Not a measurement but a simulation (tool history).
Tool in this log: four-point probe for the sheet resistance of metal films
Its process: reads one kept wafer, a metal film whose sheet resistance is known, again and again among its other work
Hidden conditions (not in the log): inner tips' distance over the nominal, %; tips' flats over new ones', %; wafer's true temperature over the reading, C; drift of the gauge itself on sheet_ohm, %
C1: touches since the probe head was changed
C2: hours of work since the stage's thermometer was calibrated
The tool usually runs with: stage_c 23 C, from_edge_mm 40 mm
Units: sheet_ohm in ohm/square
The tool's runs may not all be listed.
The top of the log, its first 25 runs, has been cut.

{"run": 26, "day": 72.388, "stage_c": 26, "from_edge_mm": 7, "C1": 90299, "C2": 1057, "sheet_ohm": 0.395153}
{"run": 27, "day": 74.296, "stage_c": 25, "from_edge_mm": 5, "C1": 91705, "C2": 1080, "sheet_ohm": 0.401432}
{"run": 28, "day": 77.55, "stage_c": 24, "from_edge_mm": 16, "C1": 94099, "C2": 1121, "sheet_ohm": 0.389734}
{"run": 29, "day": 79.575, "stage_c": 28, "from_edge_mm": 40, "C1": 95589, "C2": 1147, "sheet_ohm": 0.388767}
{"run": 30, "day": 82.817, "stage_c": 28, "from_edge_mm": 40, "C1": 97973, "C2": 1187, "sheet_ohm": 0.388896}
{"run": 31, "day": 85.908, "stage_c": 28, "from_edge_mm": 40, "C1": 100249, "C2": 1226, "sheet_ohm": 0.388869}
{"run": 32, "day": 87.567, "stage_c": 30, "from_edge_mm": 40, "C1": 101469, "C2": 1247, "sheet_ohm": 0.389075}
{"run": 33, "day": 89.842, "stage_c": 30, "from_edge_mm": 20, "C1": 103143, "C2": 1275, "sheet_ohm": 0.38978}
{"run": 34, "day": 93.438, "stage_c": 31, "from_edge_mm": 53, "C1": 105786, "C2": 1320, "sheet_ohm": 0.389133}
{"run": 35, "day": 95.508, "stage_c": 27, "from_edge_mm": 39, "C1": 107313, "C2": 1346, "sheet_ohm": 0.389166}
{"run": 36, "day": 97.621, "stage_c": 27, "from_edge_mm": 39, "C1": 108865, "C2": 1373, "sheet_ohm": 0.389193}
{"run": 37, "day": 99.871, "stage_c": 21, "from_edge_mm": 18, "C1": 110520, "C2": 1401, "sheet_ohm": 0.389754}
{"run": 38, "day": 103.658, "stage_c": 27, "from_edge_mm": 30, "C1": 113308, "C2": 1448, "sheet_ohm": 0.38953}
{"run": 39, "day": 105.604, "stage_c": 26, "from_edge_mm": 8, "C1": 114741, "C2": 1473, "sheet_ohm": 0.394359}
{"run": 40, "day": 109.125, "stage_c": 20, "from_edge_mm": 37, "C1": 117331, "C2": 1517, "sheet_ohm": 0.389037}
{"run": 41, "day": 111.358, "stage_c": 27, "from_edge_mm": 58, "C1": 118972, "C2": 1545, "sheet_ohm": 0.389334}
{"run": 42, "day": 113.042, "stage_c": 20, "from_edge_mm": 8, "C1": 120212, "C2": 1566, "sheet_ohm": 0.394024}
{"run": 43, "day": 116.721, "stage_c": 26, "from_edge_mm": 8, "C1": 122920, "C2": 1612, "sheet_ohm": 0.394508}

Run 44, settings as shown, results not yet in. Your forecast:
{"run": 44, "day": 119.521, "stage_c": 22, "from_edge_mm": 4, "C1": 124978, "C2": 1647, "sheet_ohm": "?"}

{"run 44": {"sheet_ohm": 0.409018}}
If the tool had no hidden condition, the same run with the same run-to-run variation would have returned sheet_ohm 0.406492 ohm/square.
